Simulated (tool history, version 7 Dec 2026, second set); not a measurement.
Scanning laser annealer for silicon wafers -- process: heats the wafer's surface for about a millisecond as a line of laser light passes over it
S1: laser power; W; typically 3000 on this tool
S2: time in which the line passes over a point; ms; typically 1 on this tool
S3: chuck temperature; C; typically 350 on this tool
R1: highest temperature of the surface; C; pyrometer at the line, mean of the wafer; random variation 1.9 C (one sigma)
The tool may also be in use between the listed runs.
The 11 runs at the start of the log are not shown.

run    day    S1  S2   S3    R1
 12  4.479  2979   1  350  1157
 13  4.912  2979   1  350  1158
 14  5.283  2979   1  350  1156
 15  5.850  3135   1  350  1196
 16  6.238  3135   1  350  1193
 17  6.554  3000   1  350  1157
 18  6.975  3000   1  337  1148
 19  7.304  3000   1  337  1144
 20  7.554  3000   1  337  1150
 21  7.829  3000   1  350  1156

Expected results for the next run?
 22  8.183  3000   1  350   ?

{"run 22": {"R1": 1155}}
With the hidden condition absent and the run-to-run variation left alone, this run would have shown R1 1180 C.
